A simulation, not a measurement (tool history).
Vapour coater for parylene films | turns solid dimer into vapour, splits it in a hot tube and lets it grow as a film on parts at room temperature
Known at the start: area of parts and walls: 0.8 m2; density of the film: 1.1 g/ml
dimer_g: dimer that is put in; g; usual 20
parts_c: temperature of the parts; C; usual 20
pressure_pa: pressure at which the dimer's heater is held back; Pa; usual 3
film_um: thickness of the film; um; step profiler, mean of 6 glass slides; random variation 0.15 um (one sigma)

| run | hour | dimer_g | parts_c | pressure_pa | film_um |
|---|---|---|---|---|---|
| 1 | 0 | 20 | 20 | 3 | 17.7 |
| 2 | 12.5 | 20 | 20 | 3 | 17.87 |
| 3 | 20.4 | 20 | 20 | 3 | 17.8 |
| 4 | 30.4 | 20 | 24 | 3 | 15.23 |
| 5 | 39.3 | 20 | 20 | 3 | 17.92 |
| 6 | 47.4 | 20 | 20 | 3 | 18.01 |
| 7 | 54.2 | 20 | 20 | 2.51 | 18.42 |
| 8 | 67.9 | 20 | 20 | 2.51 | 18.19 |
| 9 | 78.1 | 20 | 20 | 2.51 | 18.44 |
| 10 | 87.2 | 10 | 29 | 7.19 | 5.38 |
| 11 | 101.8 | 10 | 19 | 10.13 | 7.5 |
|  | 103.9 | table's thermometer calibrated |
| 12 | 116.5 | 25 | 19 | 3.07 | 22.73 |
| 13 | 129.8 | 25 | 19 | 3.07 | 23.03 |
| 14 | 141.9 | 25 | 19 | 3.07 | 22.97 |
|  | 146.6 | table's thermometer calibrated, once more |
| 15 | 149.5 | 32 | 20 | 4.91 | 25.76 |
| 16 | 164.8 | 32 | 20 | 4.91 | 25.88 |
| 17 | 172.1 | 32 | 19 | 4.91 | 26.64 |

Forecast each of these 3 alternatives for the next run:
| A | 181.7 | 11 | 19 | 3.09 | ? |
| B | 181.7 | 32 | 18 | 4.91 | ? |
| C | 181.7 | 19 | 12 | 7.87 | ? |

| run | film_um |
|---|---|
| A | 9.92 |
| B | 28.15 |
| C | 19.2 |
Without the tool's hidden state the same runs would have given:
| run | film_um |
|---|---|
| A | 10.25 |
| B | 29.06 |
| C | 19.82 |

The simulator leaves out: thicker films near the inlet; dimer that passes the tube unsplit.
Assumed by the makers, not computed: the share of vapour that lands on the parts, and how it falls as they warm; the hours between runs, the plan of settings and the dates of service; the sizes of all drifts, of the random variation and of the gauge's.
